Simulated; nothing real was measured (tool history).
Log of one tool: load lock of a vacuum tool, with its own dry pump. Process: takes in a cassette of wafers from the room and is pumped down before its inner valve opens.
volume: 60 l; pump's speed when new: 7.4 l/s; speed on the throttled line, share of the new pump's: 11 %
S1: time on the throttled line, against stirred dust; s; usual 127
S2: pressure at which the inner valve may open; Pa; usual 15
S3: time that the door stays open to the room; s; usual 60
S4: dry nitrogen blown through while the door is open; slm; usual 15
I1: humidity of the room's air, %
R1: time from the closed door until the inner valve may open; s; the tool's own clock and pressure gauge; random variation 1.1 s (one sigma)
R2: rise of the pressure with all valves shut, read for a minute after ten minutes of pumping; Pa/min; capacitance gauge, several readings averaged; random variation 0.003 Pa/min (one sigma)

Run 1, day 0.000: usual settings; I1 43.8. Result: R1 187.1 s, R2 0.099 Pa/min.
Run 2, day 6.862: usual settings but S1 120 s; I1 49.5. Result: R1 182.4 s, R2 0.100 Pa/min.
Run 3, day 12.933: usual settings but S4 21 slm; I1 44.3. Result: R1 188.3 s, R2 0.093 Pa/min.
Run 4, day 18.217: usual settings but S3 34 s; I1 49.2. Result: R1 189.1 s, R2 0.095 Pa/min.
Run 5, day 26.675: usual settings but S1 227 s; I1 43.2. Result: R1 277.1 s, R2 0.100 Pa/min.
Run 6, day 34.346: usual settings but S3 31 s; I1 47.2. Result: R1 190.5 s, R2 0.097 Pa/min.
Run 7, day 40.112: usual settings but S3 31 s; I1 51.9. Result: R1 190.7 s, R2 0.105 Pa/min.
Run 8, day 49.896: usual settings but S3 91 s; I1 42.9. Result: R1 187.6 s, R2 0.112 Pa/min.
Run 9, day 54.533: usual settings but S3 91 s; I1 41.8. Result: R1 190.6 s, R2 0.116 Pa/min.
Run 10, day 59.492: usual settings; I1 40.4. Result: R1 189.7 s, R2 0.111 Pa/min.
Run 11, day 65.212: usual settings; I1 45.4. Result: R1 189.6 s, R2 0.117 Pa/min.
Run 12, day 74.633: usual settings; I1 42.9. Result: R1 190.6 s, R2 0.117 Pa/min.
Run 13, day 84.250: usual settings; I1 45.6. Result: R1 190.4 s, R2 0.120 Pa/min.
Run 14, day 93.408: usual settings but S1 162 s, S2 12 Pa, S3 115 s, S4 12 slm; I1 46.2. Result: R1 222.0 s, R2 0.135 Pa/min.
Run 15, day 101.533: usual settings but S1 162 s, S3 115 s, S4 12 slm; I1 49.7. Result: R1 221.9 s, R2 0.142 Pa/min.
Run 16, day 109.896: usual settings but S1 162 s, S2 21 Pa, S3 45 s, S4 12 slm; I1 47.7. Result: R1 219.3 s, R2 0.130 Pa/min.
Run 17, day 119.725: usual settings but S1 110 s, S2 10 Pa, S3 76 s, S4 33 slm; I1 44.2. Result: R1 180.6 s, R2 0.130 Pa/min.
Run 18, day 124.808: usual settings but S1 68 s, S2 11 Pa, S3 59 s, S4 18 slm; I1 41.4. Result: R1 144.0 s, R2 0.134 Pa/min.
Run 19, day 131.192: usual settings but S1 119 s, S2 11 Pa, S3 59 s, S4 7 slm; I1 45.1. Result: R1 187.6 s, R2 0.146 Pa/min.
Run 20, day 137.521: usual settings but S2 22 Pa, S4 5 slm; I1 44.0. Result: R1 186.8 s, R2 0.149 Pa/min.
Run 21, day 142.538: usual settings but S1 90 s, S4 7 slm; I1 43.3. Result: R1 161.0 s, R2 0.150 Pa/min.
Run 22, day 147.350: usual settings but S1 90 s, S2 25 Pa, S3 149 s, S4 37 slm; I1 45.3. Result: R1 154.3 s, R2 0.142 Pa/min.
Run 23, day 155.004: usual settings but S1 124 s, S2 25 Pa, S3 91 s, S4 16 slm; I1 44.3. Result: R1 186.3 s, R2 0.154 Pa/min.
Run 24, day 163.108: usual settings but S1 70 s, S2 20 Pa, S3 58 s, S4 14 slm; I1 45.6. Result: R1 140.7 s, R2 0.152 Pa/min.

5 ways to go on from here, each from the tool as it stands after run 24. What would each give?
Run A, day 168.462: usual settings but S1 181 s, S3 141 s, S4 7 slm; I1 41.0. Result: R1 ?, R2 ?.
Run B, day 168.462: usual settings but S1 246 s, S2 20 Pa, S3 58 s, S4 21 slm; I1 46.9. Result: R1 ?, R2 ?.
Run C, day 168.462: usual settings but S4 4 slm; I1 45.7. Result: R1 ?, R2 ?.
Run D, day 168.462: usual settings but S1 136 s, S2 20 Pa, S3 127 s, S4 14 slm; I1 41.1. Result: R1 ?, R2 ?.
Run E, day 168.462: usual settings but S1 84 s, S2 11 Pa, S3 141 s, S4 14 slm; I1 48.4. Result: R1 ?, R2 ?.

run     R1     R2
  A  239.8  0.171
  B  295.1  0.148
  C  193.8  0.164
  D  196.3  0.159
  E  157.8  0.161
Without the tool's hidden state the same runs would have given:
run     R1     R2
  A  232.2  0.041
  B  288.9  0.022
  C  185.2  0.034
  D  188.5  0.031
  E  148.5  0.035
